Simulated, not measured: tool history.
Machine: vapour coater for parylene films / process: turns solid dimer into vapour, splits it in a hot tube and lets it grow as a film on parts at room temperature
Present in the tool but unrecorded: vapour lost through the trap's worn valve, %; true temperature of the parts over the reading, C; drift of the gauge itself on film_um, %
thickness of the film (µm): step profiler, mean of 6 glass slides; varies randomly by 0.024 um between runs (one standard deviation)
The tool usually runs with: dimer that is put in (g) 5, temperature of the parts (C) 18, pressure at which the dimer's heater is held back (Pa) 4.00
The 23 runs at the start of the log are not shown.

run   hour  dimer that is put in (g)  temperature of the parts (C)  pressure at which the dimer's heater is held back (Pa)  hours of work since the trap's valve was overhauled  hours of work since the table's thermometer was calibrated  thickness of the film (µm)
 24  516.2                         7                            23                                                   10.08                                                  151                                                         404                        1.53
 25  532.7                         5                            18                                                    2.27                                                  160                                                         414                        1.76
 26  554.9                         5                            16                                                    4.00                                                  173                                                         427                        1.80
 27  584.2                         5                            16                                                    4.00                                                  191                                                         444                        1.77
 28  603.8                         5                            16                                                    4.00                                                  202                                                         455                        1.76
 29  626.9                         5                            29                                                    4.00                                                  216                                                         469                        0.97
 30  641.2                         5                            11                                                   10.39                                                  224                                                         477                        1.93
 31  666.6                         5                            11                                                   10.39                                                  239                                                         492                        1.92
 32  681.9                         5                            27                                                   10.39                                                  248                                                         501                        0.88
 33  705.7                         5                            27                                                    5.30                                                  262                                                         515                        0.93
 34  731.3                         4                            19                                                    5.72                                                  277                                                         530                        1.11
 35  746.8                         4                            29                                                    9.78                                                  286                                                         539                        0.70
 36  766.0                         5                            27                                                    4.00                                                  297                                                         550                        1.00
 37  794.3                         5                            27                                                    6.31                                                  314                                                         567                        0.91
 38  811.8                         5                            27                                                    6.31                                                  324                                                         577                        0.93
 39  827.5                         2                            29                                                    2.38                                                  333                                                         586                        0.38
 40  844.9                         3                            17                                                    2.38                                                  343                                                         596                        1.07
 41  872.5                         3                            17                                                    2.38                                                  359                                                         613                        1.07
     892.5  -- trap's valve overhauled
 42  906.7                         7                            17                                                    2.38                                                    8                                                         630                        2.69
 43  932.8                         5                            17                                                   11.99                                                   24                                                         646                        1.49
 44  962.0                         5                            17                                                   11.99                                                   41                                                         663                        1.48
 45  978.5                         5                            11                                                    2.12                                                   50                                                         672                        2.26

Consider 5 possible next runs. They are alternatives, not a sequence: every one starts from the tool as it was left by run 45. What does each give?
  A  999.1                         5                            23                                                    4.00                                                   62                                                         684                           ?
  B  999.1                         3                            19                                                   11.26                                                   62                                                         684                           ?
  C  999.1                         9                            15                                                   11.73                                                   62                                                         684                           ?
  D  999.1                         5                            26                                                    9.43                                                   62                                                         684                           ?
  E  999.1                         5                            13                                                    4.00                                                   62                                                         684                           ?

run  thickness of the film (µm)
  A                        1.32
  B                        0.84
  C                        2.97
  D                        0.99
  E                        2.15
Without the tool's unlogged condition, the same runs would have read:
run  thickness of the film (µm)
  A                        1.40
  B                        0.89
  C                        3.15
  D                        1.05
  E                        2.27
